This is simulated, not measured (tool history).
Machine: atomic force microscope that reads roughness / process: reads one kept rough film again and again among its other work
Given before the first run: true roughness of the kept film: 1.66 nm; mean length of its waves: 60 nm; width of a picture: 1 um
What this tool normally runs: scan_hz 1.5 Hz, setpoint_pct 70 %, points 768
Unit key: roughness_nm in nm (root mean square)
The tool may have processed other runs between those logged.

run 1 hour=0 | scan_hz=1.5 setpoint_pct=70 points=768 | roughness_nm=1.533
run 2 hour=25.2 | scan_hz=1.5 setpoint_pct=70 points=736 | roughness_nm=1.525
run 3 hour=44.3 | scan_hz=0.66 setpoint_pct=70 points=736 | roughness_nm=1.574
run 4 hour=71.6 | scan_hz=0.66 setpoint_pct=70 points=736 | roughness_nm=1.58
run 5 hour=95.2 | scan_hz=0.66 setpoint_pct=81 points=736 | roughness_nm=1.527
run 6 hour=126.3 | scan_hz=0.66 setpoint_pct=81 points=736 | roughness_nm=1.51
run 7 hour=152.6 | scan_hz=1.5 setpoint_pct=70 points=768 | roughness_nm=1.478
run 8 hour=178.6 | scan_hz=1.5 setpoint_pct=70 points=768 | roughness_nm=1.473
run 9 hour=216 | scan_hz=1.5 setpoint_pct=70 points=768 | roughness_nm=1.537
run 10 hour=251.6 | scan_hz=1.5 setpoint_pct=70 points=768 | roughness_nm=1.525
run 11 hour=278.4 | scan_hz=0.6 setpoint_pct=70 points=768 | roughness_nm=1.574
run 12 hour=316.9 | scan_hz=0.6 setpoint_pct=70 points=496 | roughness_nm=1.573
run 13 hour=350.8 | scan_hz=0.6 setpoint_pct=70 points=496 | roughness_nm=1.551
run 14 hour=380 | scan_hz=0.81 setpoint_pct=70 points=768 | roughness_nm=1.528
run 15 hour=410.3 | scan_hz=0.81 setpoint_pct=70 points=768 | roughness_nm=1.531
run 16 hour=440.7 | scan_hz=1.5 setpoint_pct=70 points=768 | roughness_nm=1.54
run 17 hour=478.7 | scan_hz=1.5 setpoint_pct=70 points=335 | roughness_nm=1.517
run 18 hour=505.6 | scan_hz=1.5 setpoint_pct=70 points=335 | roughness_nm=1.511
run 19 hour=529.6 | scan_hz=1.5 setpoint_pct=70 points=335 | roughness_nm=1.497
run 20 hour=552.7 | scan_hz=1.5 setpoint_pct=70 points=335 | roughness_nm=1.48
run 21 hour=589.8 | scan_hz=1.5 setpoint_pct=70 points=401 | roughness_nm=1.493
run 22 hour=609 | scan_hz=1.5 setpoint_pct=70 points=401 | roughness_nm=1.477
run 23 hour=635.9 | scan_hz=1.5 setpoint_pct=70 points=401 | roughness_nm=1.469
run 24 hour=659.7 | scan_hz=1.5 setpoint_pct=70 points=269 | roughness_nm=1.537
run 25 hour=680 | scan_hz=1.5 setpoint_pct=70 points=269 | roughness_nm=1.522
run 26 hour=711 | scan_hz=1.5 setpoint_pct=70 points=768 | roughness_nm=1.531
run 27 hour=743 | scan_hz=1.5 setpoint_pct=70 points=768 | roughness_nm=1.512
run 28 hour=783.4 | scan_hz=2.52 setpoint_pct=81 points=577 | roughness_nm=1.312
run 29 hour=802.2 | scan_hz=2.52 setpoint_pct=81 points=577 | roughness_nm=1.308
run 30 hour=836 | scan_hz=2.54 setpoint_pct=81 points=313 | roughness_nm=1.298
run 31 hour=876.7 | scan_hz=2.54 setpoint_pct=81 points=313 | roughness_nm=1.361
run 32 hour=900.7 | scan_hz=2.54 setpoint_pct=81 points=313 | roughness_nm=1.335
run 33 hour=922.5 | scan_hz=2.99 setpoint_pct=83 points=768 | roughness_nm=1.26
run 34 hour=951.6 | scan_hz=2.99 setpoint_pct=83 points=768 | roughness_nm=1.264
run 35 hour=980.2 | scan_hz=2.99 setpoint_pct=83 points=768 | roughness_nm=1.246
run 36 hour=1003.9 | scan_hz=2.99 setpoint_pct=83 points=768 | roughness_nm=1.244
run 37 hour=1034.3 | scan_hz=2.91 setpoint_pct=83 points=512 | roughness_nm=1.236
run 38 hour=1075.8 | scan_hz=2.91 setpoint_pct=83 points=512 | roughness_nm=1.296
run 39 hour=1116.5 | scan_hz=2.91 setpoint_pct=83 points=512 | roughness_nm=1.286
run 40 hour=1134.9 | scan_hz=1.5 setpoint_pct=64 points=875 | roughness_nm=1.559
run 41 hour=1165.9 | scan_hz=1.46 setpoint_pct=87 points=354 | roughness_nm=1.393
run 42 hour=1198.3 | scan_hz=1.46 setpoint_pct=84 points=354 | roughness_nm=1.399
run 43 hour=1229.5 | scan_hz=1.61 setpoint_pct=61 points=477 | roughness_nm=1.542
run 44 hour=1260.9 | scan_hz=1.61 setpoint_pct=61 points=477 | roughness_nm=1.529
run 45 hour=1300.4 | scan_hz=1.61 setpoint_pct=61 points=477 | roughness_nm=1.574
run 46 hour=1336.7 | scan_hz=1.61 setpoint_pct=61 points=477 | roughness_nm=1.574
run 47 hour=1375.3 | scan_hz=1.61 setpoint_pct=67 points=270 | roughness_nm=1.535
run 48 hour=1408.5 | scan_hz=1.5 setpoint_pct=66 points=768 | roughness_nm=1.531
run 49 hour=1429.6 | scan_hz=1.5 setpoint_pct=83 points=768 | roughness_nm=1.407
run 50 hour=1454.2 | scan_hz=1.5 setpoint_pct=83 points=768 | roughness_nm=1.393
run 51 hour=1492.5 | scan_hz=1.5 setpoint_pct=83 points=768 | roughness_nm=1.385
run 52 hour=1525.9 | scan_hz=1.5 setpoint_pct=63 points=421 | roughness_nm=1.582
run 53 hour=1550.9 | scan_hz=1.5 setpoint_pct=63 points=421 | roughness_nm=1.574

Put back what was entered between runs (7 entries, withheld): which listed runs does each sit between, and how does the hidden state differ from the listed run before to the listed run after?
From run 8 to run 9: new tip fitted (hour 211.8)
  radius of the tip, nm: 32.3 -> 10.8; height scale over the true one, %: 1.1 -> 1.13
  measured less the result without the state, roughness_nm: -0.042 -> +0.015 nm (root mean square)
From run 15 to run 16: new tip fitted (hour 427.5)
  radius of the tip, nm: 35.9 -> 12; height scale over the true one, %: 1.29 -> 1.31
  measured less the result without the state, roughness_nm: -0.05 -> +0.015 nm (root mean square)
From run 23 to run 24: new tip fitted (hour 642.8)
  radius of the tip, nm: 36.4 -> 12; height scale over the true one, %: 1.47 -> 1.49
  measured less the result without the state, roughness_nm: -0.047 -> +0.017 nm (root mean square)
From run 30 to run 31: new tip fitted (hour 855)
  radius of the tip, nm: 33.9 -> 13.7; height scale over the true one, %: 1.65 -> 1.68
  measured less the result without the state, roughness_nm: -0.033 -> +0.014 nm (root mean square)
From run 37 to run 38: new tip fitted (hour 1067.3)
  radius of the tip, nm: 34.5 -> 11.1; height scale over the true one, %: 1.81 -> 1.85
  measured less the result without the state, roughness_nm: -0.031 -> +0.021 nm (root mean square)
From run 44 to run 45: new tip fitted (hour 1282.2)
  radius of the tip, nm: 34.1 -> 12.5; height scale over the true one, %: 2 -> 2.03
  measured less the result without the state, roughness_nm: -0.034 -> +0.024 nm (root mean square)
From run 51 to run 52: new tip fitted (hour 1496.5)
  radius of the tip, nm: 37.2 -> 13.7; height scale over the true one, %: 2.2 -> 2.22
  measured less the result without the state, roughness_nm: -0.036 -> +0.024 nm (root mean square)
